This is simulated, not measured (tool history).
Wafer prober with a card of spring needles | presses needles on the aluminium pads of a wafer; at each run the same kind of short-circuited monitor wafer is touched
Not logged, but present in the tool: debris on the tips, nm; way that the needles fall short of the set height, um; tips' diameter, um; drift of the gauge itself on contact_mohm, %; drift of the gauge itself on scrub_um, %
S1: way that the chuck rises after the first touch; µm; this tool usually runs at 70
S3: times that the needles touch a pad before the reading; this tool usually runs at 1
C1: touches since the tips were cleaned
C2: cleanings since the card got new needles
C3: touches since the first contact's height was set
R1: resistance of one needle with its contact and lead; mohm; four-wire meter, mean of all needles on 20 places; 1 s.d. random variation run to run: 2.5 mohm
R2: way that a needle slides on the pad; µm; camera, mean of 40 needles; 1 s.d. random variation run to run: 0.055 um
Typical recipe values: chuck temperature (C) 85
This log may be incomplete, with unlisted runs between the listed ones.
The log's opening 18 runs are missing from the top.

-- hour=233.3 tips cleaned on abrasive film
-- hour=240.9 tips cleaned on abrasive film
run 19 hour=241.7 | S1=70 chuck_temperature_(C)=34 S3=3 | C1=471 C2=61 C3=65094 | R1=269 R2=15.94
-- hour=248.7 tips cleaned on abrasive film
run 20 hour=250.7 | S1=70 chuck_temperature_(C)=34 S3=3 | C1=1060 C2=62 C3=69784 | R1=271 R2=16.01
-- hour=256.1 tips cleaned on abrasive film
run 21 hour=259.4 | S1=70 chuck_temperature_(C)=101 S3=2 | C1=1765 C2=63 C3=74367 | R1=285 R2=16.03
-- hour=262.9 tips cleaned on abrasive film
run 22 hour=267.2 | S1=70 chuck_temperature_(C)=101 S3=2 | C1=2325 C2=64 C3=78492 | R1=289 R2=15.96
-- hour=269.9 tips cleaned on abrasive film
-- hour=277.6 tips cleaned on abrasive film
run 23 hour=277.6 | S1=74 chuck_temperature_(C)=101 S3=1 | C1=0 C2=66 C3=83917 | R1=285 R2=17.03
-- hour=284.5 tips cleaned on abrasive film
-- hour=291.3 tips cleaned on abrasive film
run 24 hour=291.3 | S1=74 chuck_temperature_(C)=101 S3=1 | C1=0 C2=68 C3=91097 | R1=289 R2=16.97
-- hour=298.8 tips cleaned on abrasive film
-- hour=306.0 tips cleaned on abrasive film
run 25 hour=307.3 | S1=51 chuck_temperature_(C)=85 S3=3 | C1=684 C2=70 C3=99508 | R1=292 R2=11.73
-- hour=312.7 tips cleaned on abrasive film
run 26 hour=315.9 | S1=51 chuck_temperature_(C)=26 S3=1 | C1=1718 C2=71 C3=104026 | R1=270 R2=11.67
-- hour=320.0 tips cleaned on abrasive film
-- hour=326.7 tips cleaned on abrasive film
run 27 hour=326.7 | S1=51 chuck_temperature_(C)=45 S3=1 | C1=0 C2=73 C3=109660 | R1=273 R2=11.61
-- hour=333.8 tips cleaned on abrasive film
-- hour=340.6 tips cleaned on abrasive film
run 28 hour=340.8 | S1=51 chuck_temperature_(C)=45 S3=1 | C1=85 C2=75 C3=117048 | R1=280 R2=11.61
-- hour=348.5 tips cleaned on abrasive film
run 29 hour=349.1 | S1=51 chuck_temperature_(C)=85 S3=1 | C1=343 C2=76 C3=121415 | R1=290 R2=11.74
-- hour=356.4 tips cleaned on abrasive film
run 30 hour=358.1 | S1=51 chuck_temperature_(C)=85 S3=1 | C1=892 C2=77 C3=126143 | R1=294 R2=11.66
-- hour=363.3 tips cleaned on abrasive film
-- hour=370.8 tips cleaned on abrasive film
run 31 hour=371.3 | S1=51 chuck_temperature_(C)=61 S3=2 | C1=290 C2=79 C3=133089 | R1=275 R2=11.62

Alternative continuations, all from the tool just after run 31; predict every row:
-- hour=378.4 tips cleaned on abrasive film
run A hour=378.8 | S1=86 chuck_temperature_(C)=61 S3=2 | C1=188 C2=80 C3=137004 | R1=? R2=?
-- hour=378.4 tips cleaned on abrasive film
run B hour=378.8 | S1=70 chuck_temperature_(C)=78 S3=2 | C1=188 C2=80 C3=137004 | R1=? R2=?
-- hour=378.4 tips cleaned on abrasive film
run C hour=378.8 | S1=77 chuck_temperature_(C)=101 S3=2 | C1=188 C2=80 C3=137004 | R1=? R2=?
-- hour=378.4 tips cleaned on abrasive film
run D hour=378.8 | S1=76 chuck_temperature_(C)=55 S3=1 | C1=188 C2=80 C3=137004 | R1=? R2=?

run=A R1=276 R2=19.66
run=B R1=285 R2=15.96
run=C R1=291 R2=17.68
run=D R1=270 R2=17.44
The same runs, with their run-to-run variation unchanged, on a tool lacking any hidden condition would have given:
run=A R1=276 R2=19.38
run=B R1=284 R2=15.74
run=C R1=291 R2=17.44
run=D R1=270 R2=17.20
